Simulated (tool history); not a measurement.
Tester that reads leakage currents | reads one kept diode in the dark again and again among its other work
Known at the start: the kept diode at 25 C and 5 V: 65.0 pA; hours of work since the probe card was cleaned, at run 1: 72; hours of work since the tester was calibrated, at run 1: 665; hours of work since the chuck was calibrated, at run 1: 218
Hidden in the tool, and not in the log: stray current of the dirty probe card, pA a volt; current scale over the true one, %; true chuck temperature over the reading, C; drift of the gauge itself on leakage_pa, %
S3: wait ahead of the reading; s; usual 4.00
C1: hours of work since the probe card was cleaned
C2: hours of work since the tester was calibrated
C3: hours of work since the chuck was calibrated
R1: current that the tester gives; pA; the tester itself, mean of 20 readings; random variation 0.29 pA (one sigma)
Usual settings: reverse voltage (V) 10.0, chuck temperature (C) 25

{"run": 1, "hour": 0.0, "reverse voltage (V)": 10.0, "chuck temperature (C)": 25, "S3": 4.0, "C1": 72, "C2": 665, "C3": 218, "R1": 92.72}
{"run": 2, "hour": 26.7, "reverse voltage (V)": 10.0, "chuck temperature (C)": 25, "S3": 4.0, "C1": 86, "C2": 679, "C3": 232, "R1": 92.95}
{"run": 3, "hour": 65.0, "reverse voltage (V)": 10.0, "chuck temperature (C)": 25, "S3": 4.0, "C1": 106, "C2": 699, "C3": 252, "R1": 92.61}
{"run": 4, "hour": 97.8, "reverse voltage (V)": 10.0, "chuck temperature (C)": 25, "S3": 1.11, "C1": 123, "C2": 716, "C3": 269, "R1": 94.56}
{"run": 5, "hour": 122.8, "reverse voltage (V)": 10.0, "chuck temperature (C)": 25, "S3": 1.11, "C1": 136, "C2": 729, "C3": 282, "R1": 94.85}
{"run": 6, "hour": 167.1, "reverse voltage (V)": 10.0, "chuck temperature (C)": 24, "S3": 1.11, "C1": 159, "C2": 752, "C3": 305, "R1": 87.95}
{"run": 7, "hour": 185.7, "reverse voltage (V)": 10.0, "chuck temperature (C)": 24, "S3": 1.11, "C1": 169, "C2": 762, "C3": 315, "R1": 88.04}
{"run": 8, "hour": 210.7, "reverse voltage (V)": 1.3, "chuck temperature (C)": 25, "S3": 4.0, "C1": 182, "C2": 775, "C3": 327, "R1": 30.93}
{"run": 9, "hour": 254.1, "reverse voltage (V)": 1.3, "chuck temperature (C)": 25, "S3": 4.0, "C1": 204, "C2": 797, "C3": 350, "R1": 30.65}
{"run": 10, "hour": 290.2, "reverse voltage (V)": 1.3, "chuck temperature (C)": 25, "S3": 4.0, "C1": 223, "C2": 816, "C3": 369, "R1": 30.72}
{"hour": 294.5, "done": "tester calibrated"}
{"run": 11, "hour": 328.2, "reverse voltage (V)": 1.3, "chuck temperature (C)": 25, "S3": 4.0, "C1": 242, "C2": 17, "C3": 387, "R1": 31.03}
{"run": 12, "hour": 360.4, "reverse voltage (V)": 10.0, "chuck temperature (C)": 25, "S3": 4.0, "C1": 259, "C2": 34, "C3": 404, "R1": 92.67}
{"run": 13, "hour": 384.8, "reverse voltage (V)": 10.0, "chuck temperature (C)": 25, "S3": 4.0, "C1": 271, "C2": 47, "C3": 417, "R1": 92.87}
{"run": 14, "hour": 416.0, "reverse voltage (V)": 10.0, "chuck temperature (C)": 25, "S3": 4.0, "C1": 287, "C2": 63, "C3": 433, "R1": 92.65}
{"run": 15, "hour": 456.9, "reverse voltage (V)": 10.0, "chuck temperature (C)": 25, "S3": 4.0, "C1": 309, "C2": 84, "C3": 454, "R1": 92.27}
{"run": 16, "hour": 491.3, "reverse voltage (V)": 10.0, "chuck temperature (C)": 25, "S3": 4.0, "C1": 326, "C2": 102, "C3": 472, "R1": 92.2}
{"hour": 508.7, "done": "tester calibrated, once more"}
{"run": 17, "hour": 518.7, "reverse voltage (V)": 10.0, "chuck temperature (C)": 25, "S3": 4.0, "C1": 340, "C2": 5, "C3": 485, "R1": 92.64}
{"run": 18, "hour": 537.9, "reverse voltage (V)": 1.1, "chuck temperature (C)": 24, "S3": 0.51, "C1": 350, "C2": 15, "C3": 495, "R1": 26.3}
{"run": 19, "hour": 574.0, "reverse voltage (V)": 9.2, "chuck temperature (C)": 25, "S3": 2.17, "C1": 368, "C2": 34, "C3": 514, "R1": 89.23}
{"run": 20, "hour": 612.7, "reverse voltage (V)": 1.8, "chuck temperature (C)": 48, "S3": 9.38, "C1": 388, "C2": 54, "C3": 534, "R1": 177.25}
{"run": 21, "hour": 642.4, "reverse voltage (V)": 1.2, "chuck temperature (C)": 20, "S3": 4.56, "C1": 404, "C2": 69, "C3": 549, "R1": 19.99}
{"run": 22, "hour": 675.9, "reverse voltage (V)": 10.0, "chuck temperature (C)": 41, "S3": 5.28, "C1": 421, "C2": 87, "C3": 567, "R1": 280.7}
{"run": 23, "hour": 705.2, "reverse voltage (V)": 13.4, "chuck temperature (C)": 30, "S3": 0.63, "C1": 436, "C2": 102, "C3": 582, "R1": 159.76}
{"run": 24, "hour": 743.2, "reverse voltage (V)": 13.4, "chuck temperature (C)": 49, "S3": 0.63, "C1": 456, "C2": 122, "C3": 602, "R1": 557.7}
{"run": 25, "hour": 763.8, "reverse voltage (V)": 16.9, "chuck temperature (C)": 49, "S3": 3.25, "C1": 467, "C2": 132, "C3": 613, "R1": 621.85}
{"run": 26, "hour": 790.3, "reverse voltage (V)": 18.2, "chuck temperature (C)": 49, "S3": 0.31, "C1": 481, "C2": 146, "C3": 626, "R1": 663.68}
{"run": 27, "hour": 819.9, "reverse voltage (V)": 1.6, "chuck temperature (C)": 25, "S3": 1.1, "C1": 496, "C2": 161, "C3": 642, "R1": 34.06}
{"run": 28, "hour": 850.1, "reverse voltage (V)": 2.5, "chuck temperature (C)": 28, "S3": 4.66, "C1": 512, "C2": 177, "C3": 657, "R1": 53.27}
{"run": 29, "hour": 891.3, "reverse voltage (V)": 7.6, "chuck temperature (C)": 25, "S3": 9.58, "C1": 533, "C2": 199, "C3": 679, "R1": 78.48}
{"run": 30, "hour": 932.2, "reverse voltage (V)": 9.8, "chuck temperature (C)": 25, "S3": 4.0, "C1": 554, "C2": 220, "C3": 700, "R1": 90.99}
{"run": 31, "hour": 971.1, "reverse voltage (V)": 2.1, "chuck temperature (C)": 21, "S3": 0.44, "C1": 574, "C2": 240, "C3": 720, "R1": 30.02}

5 ways to go on from here, each from the tool as it stands after run 31. What would each give?
{"run": "A", "hour": 1009.1, "reverse voltage (V)": 1.9, "chuck temperature (C)": 33, "S3": 0.44, "C1": 594, "C2": 260, "C3": 740, "R1": "?"}
{"run": "B", "hour": 1009.1, "reverse voltage (V)": 4.7, "chuck temperature (C)": 24, "S3": 2.26, "C1": 594, "C2": 260, "C3": 740, "R1": "?"}
{"run": "C", "hour": 1009.1, "reverse voltage (V)": 9.6, "chuck temperature (C)": 27, "S3": 0.69, "C1": 594, "C2": 260, "C3": 740, "R1": "?"}
{"run": "D", "hour": 1009.1, "reverse voltage (V)": 8.2, "chuck temperature (C)": 27, "S3": 1.29, "C1": 594, "C2": 260, "C3": 740, "R1": "?"}
{"run": "E", "hour": 1009.1, "reverse voltage (V)": 4.4, "chuck temperature (C)": 55, "S3": 0.46, "C1": 594, "C2": 260, "C3": 740, "R1": "?"}

run=A R1=66.73
run=B R1=56.40
run=C R1=107.63
run=D R1=96.49
run=E R1=440.25
Without the tool's hidden state the same runs would have given:
run=A R1=71.30
run=B R1=59.00
run=C R1=111.76
run=D R1=100.58
run=E R1=470.07
